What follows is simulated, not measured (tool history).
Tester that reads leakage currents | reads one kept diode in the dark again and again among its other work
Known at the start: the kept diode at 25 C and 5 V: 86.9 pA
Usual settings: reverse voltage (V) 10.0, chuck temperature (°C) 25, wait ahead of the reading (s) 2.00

| run | hour | reverse voltage (V) | chuck temperature (°C) | wait ahead of the reading (s) | current that the tester gives (pA) |
|---|---|---|---|---|---|
| 1 | 0.0 | 10.0 | 25 | 2.00 | 109.11 |
| 2 | 290.0 | 10.0 | 25 | 2.00 | 109.65 |
| 3 | 462.6 | 10.0 | 46 | 2.00 | 656.95 |
|  | 605.4 | chuck's temperature calibrated |
| 4 | 653.5 | 10.0 | 25 | 3.03 | 108.54 |
| 5 | 857.8 | 10.0 | 25 | 2.00 | 109.19 |
| 6 | 1013.8 | 10.0 | 24 | 2.00 | 99.32 |
| 7 | 1240.9 | 10.0 | 24 | 2.00 | 100.25 |
| 8 | 1368.2 | 10.0 | 25 | 2.36 | 109.78 |
| 9 | 1632.5 | 10.0 | 25 | 2.00 | 109.65 |
| 10 | 1910.7 | 10.0 | 25 | 2.00 | 109.69 |
| 11 | 2109.2 | 10.0 | 25 | 2.86 | 108.85 |
| 12 | 2320.9 | 10.0 | 25 | 2.86 | 109.54 |
| 13 | 2588.2 | 10.0 | 25 | 0.33 | 117.95 |
| 14 | 2854.5 | 10.0 | 25 | 2.00 | 109.11 |
|  | 2999.6 | tester calibrated |
| 15 | 3053.8 | 10.0 | 25 | 2.00 | 109.19 |
|  | 3089.4 | chuck's temperature calibrated |
| 16 | 3249.3 | 10.0 | 25 | 2.00 | 108.62 |
| 17 | 3408.2 | 10.0 | 25 | 2.00 | 109.59 |
| 18 | 3641.9 | 10.0 | 25 | 2.00 | 109.83 |
| 19 | 3926.9 | 10.0 | 25 | 2.00 | 109.21 |
| 20 | 4215.1 | 10.0 | 25 | 2.00 | 109.68 |
| 21 | 4352.0 | 10.0 | 60 | 2.00 | 1907.03 |
| 22 | 4547.7 | 6.3 | 29 | 6.38 | 134.40 |
| 23 | 4836.7 | 4.4 | 35 | 0.49 | 207.27 |
| 24 | 5072.6 | 7.3 | 25 | 0.49 | 102.18 |
| 25 | 5256.4 | 13.2 | 59 | 7.91 | 1937.70 |
| 26 | 5391.5 | 10.0 | 55 | 7.88 | 1318.36 |
|  | 5583.3 | chuck's temperature calibrated |
| 27 | 5679.3 | 10.0 | 24 | 2.40 | 99.31 |
| 28 | 5857.4 | 10.0 | 24 | 2.40 | 99.44 |
| 29 | 6067.3 | 10.6 | 25 | 0.34 | 119.74 |
| 30 | 6246.3 | 15.5 | 59 | 1.06 | 2024.67 |
|  | 6459.0 | probe card cleaned and baked |
| 31 | 6534.8 | 15.5 | 59 | 1.06 | 2030.61 |
| 32 | 6804.4 | 15.5 | 59 | 1.06 | 2041.98 |
| 33 | 7079.9 | 10.0 | 28 | 2.10 | 142.97 |
| 34 | 7265.5 | 5.5 | 48 | 1.92 | 636.69 |
| 35 | 7456.8 | 4.2 | 25 | 3.01 | 82.87 |
| 36 | 7602.9 | 10.0 | 54 | 2.00 | 1220.31 |
| 37 | 7778.6 | 1.5 | 51 | 2.35 | 540.30 |

The next listed run, before its measurement:
| 38 | 7925.5 | 2.6 | 39 | 2.00 | ? |

current that the tester gives (pA): 245.52
Without the tool's hidden state the same run would have given current that the tester gives (pA) 245.30.
